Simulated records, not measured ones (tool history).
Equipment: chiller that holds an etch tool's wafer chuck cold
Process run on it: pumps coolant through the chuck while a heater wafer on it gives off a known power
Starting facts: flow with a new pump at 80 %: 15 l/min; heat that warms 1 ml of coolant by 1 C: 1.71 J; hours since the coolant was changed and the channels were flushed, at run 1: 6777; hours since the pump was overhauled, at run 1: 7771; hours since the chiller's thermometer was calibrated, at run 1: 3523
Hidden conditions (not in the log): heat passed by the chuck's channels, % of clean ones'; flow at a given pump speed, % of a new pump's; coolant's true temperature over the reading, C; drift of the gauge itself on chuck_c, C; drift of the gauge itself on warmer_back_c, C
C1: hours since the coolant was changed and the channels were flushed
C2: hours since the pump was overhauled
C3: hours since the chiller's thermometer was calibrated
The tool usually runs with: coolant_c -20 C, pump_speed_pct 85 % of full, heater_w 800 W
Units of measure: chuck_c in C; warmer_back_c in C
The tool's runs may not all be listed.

{"run": 1, "hour": 0.0, "coolant_c": -20, "pump_speed_pct": 85, "heater_w": 800, "C1": 6777, "C2": 7771, "C3": 3523, "chuck_c": -12.7, "warmer_back_c": 1.78}
{"run": 2, "hour": 86.2, "coolant_c": -20, "pump_speed_pct": 85, "heater_w": 800, "C1": 6863, "C2": 7857, "C3": 3609, "chuck_c": -12.7, "warmer_back_c": 1.73}
{"hour": 126.7, "done": "coolant changed, channels flushed"}
{"run": 3, "hour": 262.4, "coolant_c": -20, "pump_speed_pct": 85, "heater_w": 800, "C1": 136, "C2": 8027, "C3": 3779, "chuck_c": -12.6, "warmer_back_c": 1.78}
{"run": 4, "hour": 453.8, "coolant_c": -20, "pump_speed_pct": 68, "heater_w": 800, "C1": 327, "C2": 8219, "C3": 3971, "chuck_c": -11.1, "warmer_back_c": 2.24}
{"run": 5, "hour": 625.5, "coolant_c": -20, "pump_speed_pct": 63, "heater_w": 800, "C1": 499, "C2": 8391, "C3": 4143, "chuck_c": -10.6, "warmer_back_c": 2.44}
{"run": 6, "hour": 769.7, "coolant_c": -20, "pump_speed_pct": 63, "heater_w": 800, "C1": 643, "C2": 8535, "C3": 4287, "chuck_c": -10.7, "warmer_back_c": 2.41}
{"run": 7, "hour": 934.3, "coolant_c": -20, "pump_speed_pct": 63, "heater_w": 800, "C1": 808, "C2": 8699, "C3": 4451, "chuck_c": -10.6, "warmer_back_c": 2.5}
{"run": 8, "hour": 1029.2, "coolant_c": -20, "pump_speed_pct": 63, "heater_w": 800, "C1": 902, "C2": 8794, "C3": 4546, "chuck_c": -10.5, "warmer_back_c": 2.43}
{"run": 9, "hour": 1178.6, "coolant_c": -20, "pump_speed_pct": 85, "heater_w": 800, "C1": 1052, "C2": 8944, "C3": 4696, "chuck_c": -12.4, "warmer_back_c": 1.79}
{"run": 10, "hour": 1339.6, "coolant_c": -20, "pump_speed_pct": 85, "heater_w": 800, "C1": 1213, "C2": 9105, "C3": 4857, "chuck_c": -12.3, "warmer_back_c": 1.74}
{"run": 11, "hour": 1541.1, "coolant_c": -20, "pump_speed_pct": 85, "heater_w": 800, "C1": 1414, "C2": 9306, "C3": 5058, "chuck_c": -12.6, "warmer_back_c": 1.78}
{"run": 12, "hour": 1644.4, "coolant_c": -20, "pump_speed_pct": 85, "heater_w": 800, "C1": 1518, "C2": 9409, "C3": 5161, "chuck_c": -12.6, "warmer_back_c": 1.76}
{"run": 13, "hour": 1798.3, "coolant_c": -20, "pump_speed_pct": 85, "heater_w": 800, "C1": 1672, "C2": 9563, "C3": 5315, "chuck_c": -12.5, "warmer_back_c": 1.79}
{"run": 14, "hour": 1981.6, "coolant_c": -20, "pump_speed_pct": 85, "heater_w": 800, "C1": 1855, "C2": 9747, "C3": 5499, "chuck_c": -12.5, "warmer_back_c": 1.79}
{"hour": 2035.2, "done": "chiller's thermometer calibrated"}
{"run": 15, "hour": 2138.8, "coolant_c": -20, "pump_speed_pct": 85, "heater_w": 800, "C1": 2011, "C2": 9903, "C3": 104, "chuck_c": -12.6, "warmer_back_c": 1.72}
{"run": 16, "hour": 2331.4, "coolant_c": -20, "pump_speed_pct": 85, "heater_w": 800, "C1": 2204, "C2": 10095, "C3": 296, "chuck_c": -12.7, "warmer_back_c": 1.77}
{"run": 17, "hour": 2463.8, "coolant_c": -17, "pump_speed_pct": 78, "heater_w": 800, "C1": 2336, "C2": 10228, "C3": 429, "chuck_c": -9, "warmer_back_c": 1.93}
{"run": 18, "hour": 2565.7, "coolant_c": -17, "pump_speed_pct": 78, "heater_w": 800, "C1": 2438, "C2": 10330, "C3": 531, "chuck_c": -9, "warmer_back_c": 1.9}
{"run": 19, "hour": 2766.4, "coolant_c": -19, "pump_speed_pct": 85, "heater_w": 800, "C1": 2639, "C2": 10530, "C3": 731, "chuck_c": -11.6, "warmer_back_c": 1.78}
{"run": 20, "hour": 2861.3, "coolant_c": -19, "pump_speed_pct": 85, "heater_w": 800, "C1": 2734, "C2": 10625, "C3": 826, "chuck_c": -11.6, "warmer_back_c": 1.77}
{"run": 21, "hour": 3051.0, "coolant_c": -19, "pump_speed_pct": 85, "heater_w": 800, "C1": 2923, "C2": 10815, "C3": 1016, "chuck_c": -11.7, "warmer_back_c": 1.75}
{"run": 22, "hour": 3198.1, "coolant_c": -15, "pump_speed_pct": 64, "heater_w": 612, "C1": 3070, "C2": 10962, "C3": 1163, "chuck_c": -7.7, "warmer_back_c": 1.84}
{"run": 23, "hour": 3346.7, "coolant_c": -16, "pump_speed_pct": 60, "heater_w": 464, "C1": 3219, "C2": 11111, "C3": 1312, "chuck_c": -10.6, "warmer_back_c": 1.53}
{"run": 24, "hour": 3485.0, "coolant_c": -16, "pump_speed_pct": 60, "heater_w": 464, "C1": 3357, "C2": 11249, "C3": 1450, "chuck_c": -10.3, "warmer_back_c": 1.53}
{"run": 25, "hour": 3600.4, "coolant_c": -13, "pump_speed_pct": 77, "heater_w": 480, "C1": 3473, "C2": 11364, "C3": 1565, "chuck_c": -8.1, "warmer_back_c": 1.16}
{"run": 26, "hour": 3698.2, "coolant_c": -13, "pump_speed_pct": 86, "heater_w": 927, "C1": 3570, "C2": 11462, "C3": 1663, "chuck_c": -4.3, "warmer_back_c": 2.02}
{"run": 27, "hour": 3831.9, "coolant_c": -13, "pump_speed_pct": 86, "heater_w": 927, "C1": 3704, "C2": 11596, "C3": 1797, "chuck_c": -4.4, "warmer_back_c": 2.04}
{"run": 28, "hour": 3966.4, "coolant_c": -19, "pump_speed_pct": 86, "heater_w": 434, "C1": 3839, "C2": 11730, "C3": 1931, "chuck_c": -15, "warmer_back_c": 0.86}
{"run": 29, "hour": 4127.8, "coolant_c": -16, "pump_speed_pct": 65, "heater_w": 610, "C1": 4000, "C2": 11892, "C3": 2093, "chuck_c": -9, "warmer_back_c": 1.79}
{"run": 30, "hour": 4251.3, "coolant_c": -20, "pump_speed_pct": 95, "heater_w": 1119, "C1": 4124, "C2": 12015, "C3": 2216, "chuck_c": -10.5, "warmer_back_c": 2.14}
{"run": 31, "hour": 4410.3, "coolant_c": -20, "pump_speed_pct": 95, "heater_w": 1119, "C1": 4283, "C2": 12174, "C3": 2375, "chuck_c": -10.4, "warmer_back_c": 2.14}
{"run": 32, "hour": 4524.2, "coolant_c": -22, "pump_speed_pct": 95, "heater_w": 832, "C1": 4396, "C2": 12288, "C3": 2489, "chuck_c": -14.9, "warmer_back_c": 1.64}

What if the next run were any one of these 4? Each begins from the tool's condition after run 32:
{"run": "A", "hour": 4642.1, "coolant_c": -20, "pump_speed_pct": 85, "heater_w": 407, "C1": 4514, "C2": 12406, "C3": 2607, "chuck_c": "?", "warmer_back_c": "?"}
{"run": "B", "hour": 4642.1, "coolant_c": -24, "pump_speed_pct": 85, "heater_w": 1013, "C1": 4514, "C2": 12406, "C3": 2607, "chuck_c": "?", "warmer_back_c": "?"}
{"run": "C", "hour": 4642.1, "coolant_c": -13, "pump_speed_pct": 94, "heater_w": 1030, "C1": 4514, "C2": 12406, "C3": 2607, "chuck_c": "?", "warmer_back_c": "?"}
{"run": "D", "hour": 4642.1, "coolant_c": -20, "pump_speed_pct": 69, "heater_w": 800, "C1": 4514, "C2": 12406, "C3": 2607, "chuck_c": "?", "warmer_back_c": "?"}

run=A chuck_c=-16.2 warmer_back_c=0.89
run=B chuck_c=-14.6 warmer_back_c=2.26
run=C chuck_c=-4.1 warmer_back_c=2.04
run=D chuck_c=-11.2 warmer_back_c=2.21
Stripped of hidden state, with their random variation kept, the same runs would have yielded:
run=A chuck_c=-16.2 warmer_back_c=0.89
run=B chuck_c=-14.6 warmer_back_c=2.25
run=C chuck_c=-4.1 warmer_back_c=2.04
run=D chuck_c=-11.3 warmer_back_c=2.2

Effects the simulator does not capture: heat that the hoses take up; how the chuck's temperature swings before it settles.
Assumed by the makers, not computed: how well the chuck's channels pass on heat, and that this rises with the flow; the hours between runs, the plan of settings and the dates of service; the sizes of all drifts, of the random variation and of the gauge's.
